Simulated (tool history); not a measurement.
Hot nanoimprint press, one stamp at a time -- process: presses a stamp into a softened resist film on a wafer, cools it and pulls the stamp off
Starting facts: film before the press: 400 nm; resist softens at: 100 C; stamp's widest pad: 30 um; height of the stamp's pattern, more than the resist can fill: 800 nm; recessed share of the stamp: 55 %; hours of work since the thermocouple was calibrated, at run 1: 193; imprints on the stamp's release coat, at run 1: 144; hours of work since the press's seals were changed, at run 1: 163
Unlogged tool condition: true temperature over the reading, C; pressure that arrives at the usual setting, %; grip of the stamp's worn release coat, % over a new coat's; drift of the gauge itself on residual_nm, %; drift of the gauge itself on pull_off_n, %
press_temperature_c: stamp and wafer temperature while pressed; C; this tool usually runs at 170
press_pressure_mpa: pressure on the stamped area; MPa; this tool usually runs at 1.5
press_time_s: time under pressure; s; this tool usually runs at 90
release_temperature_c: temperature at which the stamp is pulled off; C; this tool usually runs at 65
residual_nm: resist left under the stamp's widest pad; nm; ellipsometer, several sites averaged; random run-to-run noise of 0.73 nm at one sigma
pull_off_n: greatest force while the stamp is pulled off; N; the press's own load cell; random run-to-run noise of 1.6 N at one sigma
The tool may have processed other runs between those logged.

run	hour	press_temperature_c	press_pressure_mpa	press_time_s	release_temperature_c	hours of work since the thermocouple was calibrated	imprints on the stamp's release coat	hours of work since the press's seals were changed	residual_nm	pull_off_n
1	0	170	1.5	90	65	193	144	163	187.8	165
2	9.2	170	1.5	90	65	200	180	170	188	165
3	15.5	170	1.5	90	65	205	204	175	186.5	167
4	20.1	170	1.5	90	63	208	222	178	186.6	168
5	30.3	170	1.5	63	63	216	262	186	211.9	168
6	38.1	170	1.5	90	65	222	292	191	186.2	163
7	44.5	170	1.5	90	65	226	317	196	185.7	168
8	51.5	170	1.5	90	65	231	344	201	186.2	168
9	62.1	170	1.5	90	65	239	385	209	185.3	168
10	71.9	170	1.55	90	65	246	423	216	183.6	166
11	78.5	177	1.5	90	65	251	449	221	135.8	167
12	85.6	170	1.5	90	65	257	476	227	184.9	165
13	94.6	170	1.5	90	56	263	511	233	184.7	178
14	102.7	170	1.5	90	56	269	542	239	186.7	174
15	107.9	172	1.5	90	65	273	562	243	168.6	164
16	115.3	159	2.18	64	71	279	591	248	281.7	162
17	121.1	159	1.83	139	51	283	614	253	238.7	180
18	128	171	1.19	90	64	288	640	258	193.9	166
19	133.7	170	1.72	90	55	292	662	262	174.9	175
# hour 145.7: stamp cleaned and given a new release coat
20	150.5	173	1.72	178	55	300	18	270	113.1	176
21	158.4	173	1.96	151	55	306	49	276	113.9	172
22	167.9	175	1.5	90	65	313	86	283	148.5	168
23	177	175	1.28	71	65	320	121	290	173.4	167
# hour 181.1: gauge calibrated
24	184.7	172	1.03	164	54	325	151	295	157.8	178
25	192.3	167	0.97	55	54	331	180	301	282.2	172
26	197	167	0.97	55	54	335	199	304	281.5	179
27	206.8	179	1.2	90	65	342	237	312	140.3	166
28	212.8	179	1.2	90	65	346	260	316	140.2	166
29	218.1	179	1.04	90	58	350	280	320	148.4	173
30	226.7	179	1.04	90	58	356	314	326	147.7	171

Alternative continuations, all from the tool just after run 30; predict every row:
A	237.3	170	1.5	106	58	364	355	334	?	?
B	237.3	178	1.04	57	54	364	355	334	?	?
C	237.3	163	1.04	90	58	364	355	334	?	?
D	237.3	179	2.05	55	51	364	355	334	?	?

run	residual_nm	pull_off_n
A	174.4	171
B	186.2	176
C	277.6	172
D	135.7	178
With the hidden condition removed and each run's random variation left untouched, the same runs would have given:
run	residual_nm	pull_off_n
A	175.4	171
B	187.3	176
C	279.3	171
D	136.4	178
